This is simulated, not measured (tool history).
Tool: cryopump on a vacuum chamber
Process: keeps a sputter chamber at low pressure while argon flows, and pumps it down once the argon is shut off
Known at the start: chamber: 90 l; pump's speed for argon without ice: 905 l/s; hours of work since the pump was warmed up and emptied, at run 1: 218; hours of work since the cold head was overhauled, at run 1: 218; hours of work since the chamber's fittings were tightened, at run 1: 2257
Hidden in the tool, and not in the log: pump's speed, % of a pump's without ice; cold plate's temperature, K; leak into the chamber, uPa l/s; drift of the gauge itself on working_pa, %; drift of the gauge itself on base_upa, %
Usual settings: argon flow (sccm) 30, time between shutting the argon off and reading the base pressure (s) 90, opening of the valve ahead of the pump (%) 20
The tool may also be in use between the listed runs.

run	hour	argon flow (sccm)	time between shutting the argon off and reading the base pressure (s)	opening of the valve ahead of the pump (%)	hours of work since the pump was warmed up and emptied	hours of work since the cold head was overhauled	hours of work since the chamber's fittings were tightened	pressure while argon flows (Pa)	pressure after the wait (uPa)
1	0	30	90	20	218	218	2257	0.2823	3.07
2	33.2	30	90	20	234	234	2272	0.2841	3.07
3	48.3	30	90	20	241	241	2280	0.2824	3.25
4	75.9	30	90	20	254	254	2293	0.2838	3.17
5	106.4	30	90	20	269	269	2308	0.2851	3.16
6	120.5	30	90	20	276	276	2314	0.2859	3.12
7	141	30	90	20	285	285	2324	0.2858	3.17
8	167.7	30	90	19	298	298	2337	0.2984	3.15
9	184.3	30	90	19	306	306	2345	0.2977	3.18
10	215.5	30	34	19	321	321	2360	0.2997	5.26
11	247.9	30	34	19	337	337	2375	0.2996	5.2
12	263.3	30	34	19	344	344	2383	0.2994	5.14
13	290	30	90	20	357	357	2395	0.2855	3.28
14	319.5	30	90	20	371	371	2410	0.2856	3.27
15	334.7	30	90	20	378	378	2417	0.2869	3.37
16	362.2	30	90	20	391	391	2430	0.2861	3.3
17	392.1	30	24	20	406	406	2444	0.2886	6.41
18	421.1	42	84	22	419	419	2458	0.365	3.35
19	445.1	23	290	42	431	431	2470	0.1072	2.47
20	463.1	23	290	42	440	440	2478	0.1074	2.57
21	481.6	26	90	58	448	448	2487	0.0888	3.39
22	502.4	17	49	58	458	458	2497	0.0587	4.33
23	527.3	30	20	44	470	470	2509	0.1334	7.68
24	548.8	19	77	44	481	481	2519	0.0836	3.51
25	563.2	19	77	44	488	488	2526	0.0859	3.6
26	595.9	19	77	44	503	503	2542	0.0835	3.53
27	616.7	36	245	48	513	513	2552	0.1488	2.65
28	643.1	46	80	23	526	526	2564	0.3849	3.61
29	671.7	30	90	26	539	539	2578	0.2232	3.37
30	686.4	15	35	27	546	546	2585	0.1072	5.31
31	712.9	15	35	27	559	559	2598	0.1076	5.4
32	739	24	68	37	572	572	2610	0.1283	3.93
33	753.8	30	90	37	579	579	2617	0.1581	3.46
34	769	14	245	21	586	586	2625	0.1296	2.7

Some steps in pressure while argon flows (Pa) between neighbouring runs. How much of each would the tool show without its hidden state too (settings, what came in, random variation), and how much is left for the hidden state, with any gauge scatter that isn't in both results?
Run 18 -> 19: argon flow (sccm) 42 -> 23, time between shutting the argon off and reading the base pressure (s) 84 -> 290, opening of the valve ahead of the pump (%) 22 -> 42. pressure while argon flows (Pa) -0.2578: hidden state -0.0034, all else -0.2544.
Run 26 -> 27: argon flow (sccm) 19 -> 36, time between shutting the argon off and reading the base pressure (s) 77 -> 245, opening of the valve ahead of the pump (%) 44 -> 48. pressure while argon flows (Pa) +0.0653: hidden state +0.0041, all else +0.0612.
Run 27 -> 28: argon flow (sccm) 36 -> 46, time between shutting the argon off and reading the base pressure (s) 245 -> 80, opening of the valve ahead of the pump (%) 48 -> 23. pressure while argon flows (Pa) +0.2361: hidden state +0.0026, all else +0.2335.
Run 28 -> 29: argon flow (sccm) 46 -> 30, time between shutting the argon off and reading the base pressure (s) 80 -> 90, opening of the valve ahead of the pump (%) 23 -> 26. pressure while argon flows (Pa) -0.1617: hidden state -0.0037, all else -0.158.
Run 33 -> 34: argon flow (sccm) 30 -> 14, time between shutting the argon off and reading the base pressure (s) 90 -> 245, opening of the valve ahead of the pump (%) 37 -> 21. pressure while argon flows (Pa) -0.0285: hidden state -0.0041, all else -0.0244.
